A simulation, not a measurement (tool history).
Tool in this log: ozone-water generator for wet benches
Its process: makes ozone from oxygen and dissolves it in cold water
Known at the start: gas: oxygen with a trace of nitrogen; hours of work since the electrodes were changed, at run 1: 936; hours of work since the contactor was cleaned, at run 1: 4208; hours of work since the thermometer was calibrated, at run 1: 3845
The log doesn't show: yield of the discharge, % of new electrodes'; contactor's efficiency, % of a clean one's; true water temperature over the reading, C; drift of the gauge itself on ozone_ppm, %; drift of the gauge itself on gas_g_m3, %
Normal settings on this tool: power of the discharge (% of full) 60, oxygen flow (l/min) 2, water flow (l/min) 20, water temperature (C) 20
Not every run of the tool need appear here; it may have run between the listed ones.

run    hour  power of the discharge (% of full)  oxygen flow (l/min)  water flow (l/min)  water temperature (C)  hours of work since the electrodes were changed  hours of work since the contactor was cleaned  hours of work since the thermometer was calibrated  dissolved ozone (ppm)  ozone in the gas ahead of the water (g/m3)
  1       0                                  60                    2                  20                     20                                              936                                           4208                                                3845                    9.8                                       216.5
  2   192.8                                  60                    2                  20                     20                                             1068                                           4340                                                3976                    9.8                                         218
  3     370                                  60                    2                  20                     20                                             1189                                           4461                                                4097                    9.7                                       215.5
  4   498.1                                  57                    2                  20                     20                                             1277                                           4548                                                4185                    9.5                                       208.7
  5   682.6                                  57                    2                  20                     20                                             1403                                           4675                                                4311                    9.7                                         207
  6   781.7                                  60                 2.28                  20                     20                                             1470                                           4742                                                4379                    9.9                                       195.8
  7   941.2                                  60                 2.28                  20                     20                                             1579                                           4851                                                4488                   10.1                                       198.7
     1117.1  -- contactor cleaned
  8  1129.3                                  60                 1.52                  20                     20                                             1705                                              8                                                4613                    9.7                                       260.4
  9  1308.9                                  60                 1.52                  20                     20                                             1828                                            131                                                4736                    9.7                                       260.5
 10  1415.8                                  60                 1.52                  20                     20                                             1901                                            204                                                4809                    9.6                                       261.4
 11  1539.7                                  60                 1.52                  20                     20                                             1986                                            289                                                4894                    9.7                                       257.3
 12  1629.2                                  60                 1.52                  20                     20                                             2047                                            350                                                4955                    9.7                                       258.5
 13  1717.3                                  60                 1.52                  20                     20                                             2107                                            410                                                5015                    9.6                                       260.6
 14  1819.7                                  60                 1.52                  20                     20                                             2177                                            480                                                5085                    9.6                                       258.6
 15  1976.8                                  60                 1.52                  20                     14                                             2284                                            587                                                5193                    9.9                                       258.1
     2063.7  -- water thermometer calibrated
 16  2105.3                                  60                    2                  20                     20                                             2372                                            675                                                  28                    9.9                                       214.3
 17  2254.7                                  60                    2                  20                     20                                             2474                                            777                                                 131                    9.8                                       214.4
 18  2355.3                                  60                    2                  20                     20                                             2543                                            846                                                 199                    9.7                                         214
 19  2447.4                                  53                 2.88                  20                     20                                             2605                                            909                                                 262                    9.1                                       152.3
 20  2602.7                                  53                 2.88                  20                     20                                             2712                                           1015                                                 368                    9.1                                       152.9
 21  2792.5                                  52                    2                  18                     20                                             2841                                           1144                                                 498                   10.1                                       193.5
 22  2873.6                                  68                    2                  18                     20                                             2897                                           1200                                                 553                   12.3                                       236.1
 23  3001.7                                  68                    2                  18                     24                                             2984                                           1287                                                 641                   11.9                                       232.9
 24  3126.3                                  66                 3.33                  15                     17                                             3069                                           1373                                                 726                   14.6                                       161.6
 25    3212                                  66                 3.33                  15                     17                                             3128                                           1431                                                 785                   14.8                                       163.4
 26  3377.8                                  66                 1.25                  15                     17                                             3241                                           1544                                                 898                   14.5                                       316.3
 27  3504.3                                  68                 2.56                  14                     16                                             3328                                           1631                                                 984                   16.7                                       194.2
 28  3634.6                                  68                 2.56                  14                     16                                             3417                                           1720                                                1073                   16.4                                       197.2
 29  3781.2                                  79                 2.56                  14                     20                                             3517                                           1820                                                1174                   17.8                                         223
 30  3862.8                                  79                 2.56                  14                     15                                             3573                                           1876                                                1229                   18.9                                       219.4
 31  3973.1                                  79                 2.56                  28                     15                                             3648                                           1951                                                1305                    8.5                                       220.6
 32  4083.6                                  60                    2                  18                     17                                             3723                                           2027                                                1380                   11.4                                       211.6
 33  4181.1                                  47                 1.59                  20                     19                                             3790                                           2093                                                1447                      8                                       206.3

Branching from run 33: 3 alternative next runs. What would each branch give?
  A  4272.9                                  83                 1.59                  32                     15                                             3853                                           2156                                                1510                      ?                                           ?
  B  4272.9                                  60                 3.56                  25                     12                                             3853                                           2156                                                1510                      ?                                           ?
  C  4272.9                                  47                 1.11                  14                     26                                             3853                                           2156                                                1510                      ?                                           ?

run  dissolved ozone (ppm)  ozone in the gas ahead of the water (g/m3)
  A                    7.1                                       315.8
  B                    8.5                                       143.4
  C                   11.2                                       265.3
With no hidden state in the tool, these same runs would have given:
run  dissolved ozone (ppm)  ozone in the gas ahead of the water (g/m3)
  A                    7.1                                       323.5
  B                    8.5                                       146.8
  C                   11.2                                       271.7

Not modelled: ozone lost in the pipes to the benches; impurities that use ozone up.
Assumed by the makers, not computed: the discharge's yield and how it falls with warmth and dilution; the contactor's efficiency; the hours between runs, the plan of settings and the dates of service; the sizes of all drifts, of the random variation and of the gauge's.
